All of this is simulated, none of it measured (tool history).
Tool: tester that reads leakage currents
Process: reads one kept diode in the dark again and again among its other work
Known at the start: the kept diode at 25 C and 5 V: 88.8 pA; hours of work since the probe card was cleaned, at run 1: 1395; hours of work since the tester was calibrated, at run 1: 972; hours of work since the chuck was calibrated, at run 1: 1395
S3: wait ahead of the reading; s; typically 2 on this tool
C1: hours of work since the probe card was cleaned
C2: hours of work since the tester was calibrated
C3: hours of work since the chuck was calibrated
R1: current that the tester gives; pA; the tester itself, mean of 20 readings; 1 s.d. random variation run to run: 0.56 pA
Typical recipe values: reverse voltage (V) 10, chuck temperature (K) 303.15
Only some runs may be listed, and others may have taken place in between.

Run 1, hour 0: usual settings; C1 1395; C2 972; C3 1395. Result: R1 178.16 pA.
Run 2, hour 170.5: usual settings; C1 1524; C2 1100; C3 1524. Result: R1 177.7 pA.
Run 3, hour 344.7: usual settings but reverse voltage (V) 5.5; C1 1655; C2 1231; C3 1655. Result: R1 130.94 pA.
Run 4, hour 527.6: usual settings but reverse voltage (V) 5.5; C1 1793; C2 1369; C3 1793. Result: R1 129.72 pA.
Run 5, hour 664.2: usual settings but reverse voltage (V) 3; C1 1896; C2 1472; C3 1896. Result: R1 97.08 pA.
Run 6, hour 862.3: usual settings but reverse voltage (V) 3; C1 2046; C2 1622; C3 2046. Result: R1 95.92 pA.
At hour 1041.4: probe card cleaned and baked.
Run 7, hour 1062.1: usual settings but S3 1.68 s; C1 16; C2 1770; C3 2194. Result: R1 159.06 pA.
At hour 1103.1: chuck's temperature calibrated.
Run 8, hour 1218.6: usual settings but S3 1.68 s; C1 132; C2 1887; C3 87. Result: R1 183.15 pA.
Run 9, hour 1380.7: usual settings but S3 1.68 s; C1 254; C2 2009; C3 209. Result: R1 182.02 pA.
Run 10, hour 1499.8: usual settings but reverse voltage (V) 9.8; C1 344; C2 2099; C3 299. Result: R1 179.83 pA.
Run 11, hour 1672.4: usual settings but reverse voltage (V) 9.8; C1 474; C2 2229; C3 429. Result: R1 178.3 pA.
Run 12, hour 1835.6: usual settings but reverse voltage (V) 9.8; C1 597; C2 2352; C3 552. Result: R1 177.36 pA.
Run 13, hour 2034.8: usual settings but chuck temperature (K) 305.15; C1 748; C2 2502; C3 703. Result: R1 207.83 pA.
Run 14, hour 2236.6: usual settings but reverse voltage (V) 4.1, chuck temperature (K) 319.15, S3 0.38 s; C1 900; C2 2654; C3 855. Result: R1 390.37 pA.
Run 15, hour 2354.4: usual settings but reverse voltage (V) 4.1, chuck temperature (K) 319.15, S3 0.38 s; C1 989; C2 2743; C3 944. Result: R1 387.04 pA.
Run 16, hour 2451.1: usual settings but reverse voltage (V) 4.1, chuck temperature (K) 300.15, S3 1.68 s; C1 1062; C2 2816; C3 1017. Result: R1 90.13 pA.
Run 17, hour 2569: usual settings but reverse voltage (V) 4.1, chuck temperature (K) 300.15, S3 1.68 s; C1 1150; C2 2905; C3 1105. Result: R1 90.18 pA.
Run 18, hour 2682.7: usual settings but reverse voltage (V) 2.2, chuck temperature (K) 296.15, S3 2.5 s; C1 1236; C2 2991; C3 1191. Result: R1 48.04 pA.
Run 19, hour 2884.7: usual settings but reverse voltage (V) 1.2, chuck temperature (K) 304.15; C1 1389; C2 3143; C3 1344. Result: R1 68.05 pA.
Run 20, hour 2980: usual settings but reverse voltage (V) 11.3, chuck temperature (K) 298.15, S3 1.07 s; C1 1460; C2 3215; C3 1415. Result: R1 126.26 pA.
Run 21, hour 3158.5: usual settings but reverse voltage (V) 11.3, chuck temperature (K) 298.15, S3 1.07 s; C1 1595; C2 3350; C3 1550. Result: R1 126.51 pA.
Run 22, hour 3280.6: usual settings but reverse voltage (V) 5.5, chuck temperature (K) 327.15, S3 1.07 s; C1 1687; C2 3442; C3 1642. Result: R1 737.12 pA.
Run 23, hour 3446.7: usual settings but reverse voltage (V) 5.5, chuck temperature (K) 327.15, S3 1.07 s; C1 1812; C2 3567; C3 1767. Result: R1 735.25 pA.

Here are 4 independent what-if runs from the current tool condition. What would each one return?
Run A, hour 3631.3: usual settings but reverse voltage (V) 6.8; C1 1952; C2 3706; C3 1907. Result: R1 ?.
Run B, hour 3631.3: usual settings but reverse voltage (V) 5, chuck temperature (K) 321.15, S3 0.76 s; C1 1952; C2 3706; C3 1907. Result: R1 ?.
Run C, hour 3631.3: usual settings but reverse voltage (V) 5.5, chuck temperature (K) 323.15, S3 2.85 s; C1 1952; C2 3706; C3 1907. Result: R1 ?.
Run D, hour 3631.3: usual settings but chuck temperature (K) 295.15, S3 8.8 s; C1 1952; C2 3706; C3 1907. Result: R1 ?.

run      R1
  A  139.55
  B  458.34
  C  548.43
  D   93.31
Take away the tool's hidden state, keep each run's random variation, and the runs would have read:
run      R1
  A  154.04
  B  520.81
  C  622.86
  D   96.07

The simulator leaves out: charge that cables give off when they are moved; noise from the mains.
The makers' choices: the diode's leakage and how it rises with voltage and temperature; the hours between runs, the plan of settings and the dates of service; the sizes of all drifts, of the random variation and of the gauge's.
